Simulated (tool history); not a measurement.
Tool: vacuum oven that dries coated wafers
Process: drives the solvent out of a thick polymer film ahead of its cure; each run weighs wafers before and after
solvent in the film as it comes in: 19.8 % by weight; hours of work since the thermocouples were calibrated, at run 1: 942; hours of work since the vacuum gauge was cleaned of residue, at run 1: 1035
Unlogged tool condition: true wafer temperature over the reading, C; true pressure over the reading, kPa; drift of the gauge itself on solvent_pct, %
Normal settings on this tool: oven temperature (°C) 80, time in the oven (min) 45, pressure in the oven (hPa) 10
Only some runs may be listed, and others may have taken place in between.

run,day,oven temperature (°C),time in the oven (min),pressure in the oven (hPa),hours of work since the thermocouples were calibrated,hours of work since the vacuum gauge was cleaned of residue,solvent left in the film (%)
1,0,80,45,10,942,1035,1.54
2,1.633,80,71,10,973,1066,1.01
3,4.829,80,71,10,1034,1127,1.02
4,8.388,80,71,10,1101,1194,0.93
# day 10.938: vacuum gauge cleaned of residue and calibrated
5,11.933,80,71,10,1167,19,1.01
6,14.679,80,71,25.4,1219,71,2.36
7,16.75,80,71,25.4,1259,110,2.41
# day 17.133: oven's thermocouples calibrated
8,19.283,69,77,25.5,41,157,4.45
9,21.004,82,31,36.9,73,189,4.1
10,23.625,78,43,22.5,123,239,3.18
11,25.838,78,43,22.5,165,281,3.24
12,28.1,65,45,8.4,208,324,6.34
13,30.779,71,62,22.6,259,374,4.11

What if the next run were any one of these 3? Each begins from the tool's condition after run 13:
A,32.562,71,62,12.1,292,408,?
B,32.562,88,45,10,292,408,?
C,32.562,82,43,18.4,292,408,?

run,solvent left in the film (%)
A,2.88
B,0.7
C,1.92
Stripped of hidden state, with their random variation kept, the same runs would have yielded:
run,solvent left in the film (%)
A,2.87
B,0.69
C,1.92
